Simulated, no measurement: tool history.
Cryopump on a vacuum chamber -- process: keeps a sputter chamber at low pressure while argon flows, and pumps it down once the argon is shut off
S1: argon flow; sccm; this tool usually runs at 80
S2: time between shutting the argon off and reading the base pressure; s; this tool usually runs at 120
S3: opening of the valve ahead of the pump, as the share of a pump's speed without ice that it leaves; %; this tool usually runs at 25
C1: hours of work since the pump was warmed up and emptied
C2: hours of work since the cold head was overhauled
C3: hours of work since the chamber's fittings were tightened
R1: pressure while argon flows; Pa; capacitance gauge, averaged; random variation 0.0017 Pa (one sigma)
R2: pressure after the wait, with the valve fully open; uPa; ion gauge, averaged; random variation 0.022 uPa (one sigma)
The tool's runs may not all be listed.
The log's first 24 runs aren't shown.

{"run": 25, "hour": 359.1, "S1": 60, "S2": 247, "S3": 20, "C1": 288, "C2": 288, "C3": 406, "R1": 0.39, "R2": 0.69}
{"run": 26, "hour": 370.3, "S1": 62, "S2": 28, "S3": 39, "C1": 296, "C2": 296, "C3": 414, "R1": 0.2131, "R2": 2.18}
{"run": 27, "hour": 389.3, "S1": 62, "S2": 28, "S3": 27, "C1": 310, "C2": 310, "C3": 428, "R1": 0.3052, "R2": 2.09}
{"run": 28, "hour": 400.1, "S1": 80, "S2": 182, "S3": 18, "C1": 318, "C2": 318, "C3": 436, "R1": 0.5814, "R2": 0.77}
{"run": 29, "hour": 419.7, "S1": 80, "S2": 182, "S3": 18, "C1": 332, "C2": 332, "C3": 450, "R1": 0.5776, "R2": 0.82}
{"run": 30, "hour": 432.9, "S1": 80, "S2": 182, "S3": 18, "C1": 341, "C2": 341, "C3": 460, "R1": 0.5811, "R2": 0.79}
{"run": 31, "hour": 441.4, "S1": 80, "S2": 120, "S3": 58, "C1": 348, "C2": 348, "C3": 466, "R1": 0.1952, "R2": 0.97}
{"run": 32, "hour": 455.8, "S1": 80, "S2": 120, "S3": 58, "C1": 358, "C2": 358, "C3": 477, "R1": 0.1943, "R2": 0.94}
{"run": 33, "hour": 464.4, "S1": 93, "S2": 120, "S3": 58, "C1": 364, "C2": 364, "C3": 483, "R1": 0.2273, "R2": 0.94}
{"run": 34, "hour": 474.7, "S1": 93, "S2": 120, "S3": 58, "C1": 372, "C2": 372, "C3": 490, "R1": 0.2281, "R2": 0.97}

Branching from run 34: 5 alternative next runs. What would each branch give?
{"run": "A", "hour": 484.9, "S1": 119, "S2": 120, "S3": 41, "C1": 379, "C2": 379, "C3": 498, "R1": "?", "R2": "?"}
{"run": "B", "hour": 484.9, "S1": 80, "S2": 30, "S3": 25, "C1": 379, "C2": 379, "C3": 498, "R1": "?", "R2": "?"}
{"run": "C", "hour": 484.9, "S1": 33, "S2": 180, "S3": 18, "C1": 379, "C2": 379, "C3": 498, "R1": "?", "R2": "?"}
{"run": "D", "hour": 484.9, "S1": 86, "S2": 291, "S3": 16, "C1": 379, "C2": 379, "C3": 498, "R1": "?", "R2": "?"}
{"run": "E", "hour": 484.9, "S1": 50, "S2": 120, "S3": 34, "C1": 379, "C2": 379, "C3": 498, "R1": "?", "R2": "?"}

run=A R1=0.3992 R2=0.94
run=B R1=0.4297 R2=2.07
run=C R1=0.2433 R2=0.84
run=D R1=0.7068 R2=0.71
run=E R1=0.2004 R2=0.94
Stripped of hidden state, with their random variation kept, the same runs would have yielded:
run=A R1=0.3674 R2=0.58
run=B R1=0.4082 R2=1.72
run=C R1=0.2344 R2=0.49
run=D R1=0.6838 R2=0.36
run=E R1=0.1870 R2=0.59
